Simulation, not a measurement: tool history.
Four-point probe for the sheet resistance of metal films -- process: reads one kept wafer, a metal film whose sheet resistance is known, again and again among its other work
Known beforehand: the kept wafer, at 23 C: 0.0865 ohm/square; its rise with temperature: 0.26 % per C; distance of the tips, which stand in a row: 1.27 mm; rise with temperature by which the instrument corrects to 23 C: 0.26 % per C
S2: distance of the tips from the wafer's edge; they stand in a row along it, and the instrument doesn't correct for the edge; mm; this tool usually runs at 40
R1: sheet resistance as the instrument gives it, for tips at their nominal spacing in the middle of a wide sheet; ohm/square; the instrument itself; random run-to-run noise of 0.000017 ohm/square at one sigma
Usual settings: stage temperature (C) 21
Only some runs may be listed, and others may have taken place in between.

Run 1, hour 0.0: usual settings. Result: R1 0.086401 ohm/square.
Run 2, hour 19.1: usual settings. Result: R1 0.086379 ohm/square.
Run 3, hour 45.8: usual settings. Result: R1 0.086431 ohm/square.
Run 4, hour 68.3: usual settings. Result: R1 0.086439 ohm/square.
Run 5, hour 110.6: usual settings. Result: R1 0.086407 ohm/square.
Run 6, hour 130.5: usual settings but S2 11 mm. Result: R1 0.086997 ohm/square.
Run 7, hour 150.8: usual settings. Result: R1 0.086429 ohm/square.
Run 8, hour 181.5: usual settings. Result: R1 0.086411 ohm/square.
Run 9, hour 211.8: usual settings but stage temperature (C) 35. Result: R1 0.086469 ohm/square.
Run 10, hour 256.7: usual settings but S2 32 mm. Result: R1 0.086460 ohm/square.
Run 11, hour 298.8: usual settings but stage temperature (C) 22. Result: R1 0.086461 ohm/square.
Run 12, hour 333.4: usual settings but stage temperature (C) 22, S2 4 mm. Result: R1 0.090829 ohm/square.
Run 13, hour 375.5: usual settings but stage temperature (C) 22, S2 4 mm. Result: R1 0.090840 ohm/square.
Run 14, hour 417.3: usual settings but stage temperature (C) 22, S2 4 mm. Result: R1 0.090848 ohm/square.
Run 15, hour 446.1: usual settings but stage temperature (C) 28, S2 4 mm. Result: R1 0.090879 ohm/square.
Run 16, hour 475.4: usual settings but S2 22 mm. Result: R1 0.086562 ohm/square.
Run 17, hour 520.3: usual settings. Result: R1 0.086482 ohm/square.
Run 18, hour 551.4: usual settings. Result: R1 0.086452 ohm/square.
Run 19, hour 572.1: usual settings. Result: R1 0.086470 ohm/square.
Run 20, hour 617.5: usual settings. Result: R1 0.086484 ohm/square.
Run 21, hour 637.0: usual settings. Result: R1 0.086482 ohm/square.
Run 22, hour 657.8: usual settings. Result: R1 0.086485 ohm/square.
Run 23, hour 692.0: usual settings but S2 24 mm. Result: R1 0.086525 ohm/square.
Run 24, hour 724.3: usual settings but stage temperature (C) 29, S2 24 mm. Result: R1 0.086619 ohm/square.
Run 25, hour 765.6: usual settings. Result: R1 0.086495 ohm/square.
Run 26, hour 799.9: usual settings. Result: R1 0.086493 ohm/square.

Forecast run 27:
Run 27, hour 831.3: usual settings but stage temperature (C) 33, S2 66 mm. Result: R1 ?.

R1: 0.086475 ohm/square
On a tool with no hidden condition, and with the same random variation, this run would have come out at R1 0.086520 ohm/square.
